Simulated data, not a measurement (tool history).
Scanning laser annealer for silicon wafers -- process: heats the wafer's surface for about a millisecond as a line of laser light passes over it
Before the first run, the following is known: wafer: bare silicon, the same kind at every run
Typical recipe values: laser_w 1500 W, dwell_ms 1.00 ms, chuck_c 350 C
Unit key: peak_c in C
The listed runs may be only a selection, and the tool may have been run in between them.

run,day,laser_w,dwell_ms,chuck_c,peak_c
1,0.000,1500,1.00,350,1065
2,2.300,1500,1.00,350,1065
3,4.846,1500,1.00,350,1063
4,7.429,1500,1.00,350,1064
5,9.208,1500,1.00,350,1064
6,12.050,1500,1.00,350,1064
7,14.692,1500,1.00,350,1060
8,16.154,1500,1.00,350,1059
9,17.812,1500,1.00,350,1062
10,20.479,1500,1.00,350,1060
11,22.462,1500,1.00,350,1056
12,24.154,1608,0.76,350,1032
13,26.579,1384,1.00,378,1021
14,28.238,1384,1.00,378,1019
15,29.950,1560,0.91,337,1046
# day 30.192: window over the wafer cleaned
16,32.871,1501,1.00,350,1047
17,34.250,1324,1.24,350,1012
18,36.004,1324,1.24,350,1010
19,37.467,1324,1.24,350,1009
20,39.100,1288,1.07,362,962
21,40.500,1288,1.07,362,958
22,43.183,1309,0.86,338,893

4 ways to go on from here, each from the tool as it stands after run 22. What would each give?
A,44.917,1343,0.96,330,?
B,44.917,1518,0.85,338,?
C,44.917,1385,1.05,376,?
D,44.917,1500,0.73,350,?

run,peak_c
A,929
B,994
C,1022
D,957
Without the tool's hidden state the same runs would have given:
run,peak_c
A,951
B,1018
C,1046
D,979

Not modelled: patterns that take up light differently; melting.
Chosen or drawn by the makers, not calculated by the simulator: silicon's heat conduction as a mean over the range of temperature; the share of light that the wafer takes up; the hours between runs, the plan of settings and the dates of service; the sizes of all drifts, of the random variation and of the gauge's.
